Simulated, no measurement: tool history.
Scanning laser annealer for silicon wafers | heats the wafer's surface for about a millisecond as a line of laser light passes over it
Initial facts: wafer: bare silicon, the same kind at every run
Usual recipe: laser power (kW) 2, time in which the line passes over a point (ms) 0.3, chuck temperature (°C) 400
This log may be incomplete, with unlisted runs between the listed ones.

run	hour	laser power (kW)	time in which the line passes over a point (ms)	chuck temperature (°C)	highest temperature of the surface (°C)
1	0	2	0.3	400	1123
2	8.9	1.723	0.3	400	1003
3	22	1.94	0.3	400	1094
4	33.5	1.94	0.3	400	1097
5	44.4	2	0.3	400	1121
6	64.9	2	0.3	400	1122
7	76.5	2	0.3	400	1119
8	85.8	2	0.3	400	1122
9	99.6	2	0.3	400	1118
10	120.5	2	0.3	400	1120
11	133.7	2	0.3	400	1118
12	152.8	2	0.3	400	1119
13	168.4	2	0.3	420	1141
14	179.2	2	0.3	420	1137
15	193.5	2	0.3	420	1136
# hour 197.4: laser's power meter calibrated
16	212.7	2	0.3	420	1135
17	230.4	2	0.3	400	1121
18	243.3	2	0.3	400	1122
# hour 251.2: window over the wafer cleaned
19	263.1	2	0.3	400	1135
20	273.2	2	0.3	400	1137
21	282.5	1.954	0.3	400	1113
# hour 296.8: laser's power meter calibrated, once more
22	303.8	1.77	0.365	400	1097
23	323.2	1.718	0.314	400	1022
24	336	1.718	0.314	382	1006
25	346.2	1.887	0.3	399	1083
26	363.1	2	0.253	400	1076
27	374.5	2	0.243	388	1049
28	385.8	2	0.243	388	1055
29	396	2	0.243	388	1051
30	416.7	1.904	0.251	417	1052
31	433.5	2.068	0.347	400	1220
32	453.6	2	0.328	382	1145
33	473.8	2	0.328	382	1145
34	485.4	2	0.328	382	1141
35	501.9	1.724	0.331	414	1053
36	511.9	1.932	0.24	414	1039
37	529.6	1.932	0.24	414	1044
38	539.5	1.85	0.3	400	1062
39	555	1.99	0.3	400	1126
40	570.7	1.99	0.3	400	1124

Consider 3 possible next runs. They are alternatives, not a sequence: every one starts from the tool as it was left by run 40. What does each give?
A	587.9	1.99	0.3	397	?
B	587.9	2.128	0.217	425	?
C	587.9	2.186	0.3	400	?

run	highest temperature of the surface (°C)
A	1122
B	1098
C	1215
The same runs, with their run-to-run variation unchanged, on a tool lacking any hidden condition would have given:
run	highest temperature of the surface (°C)
A	1135
B	1111
C	1230
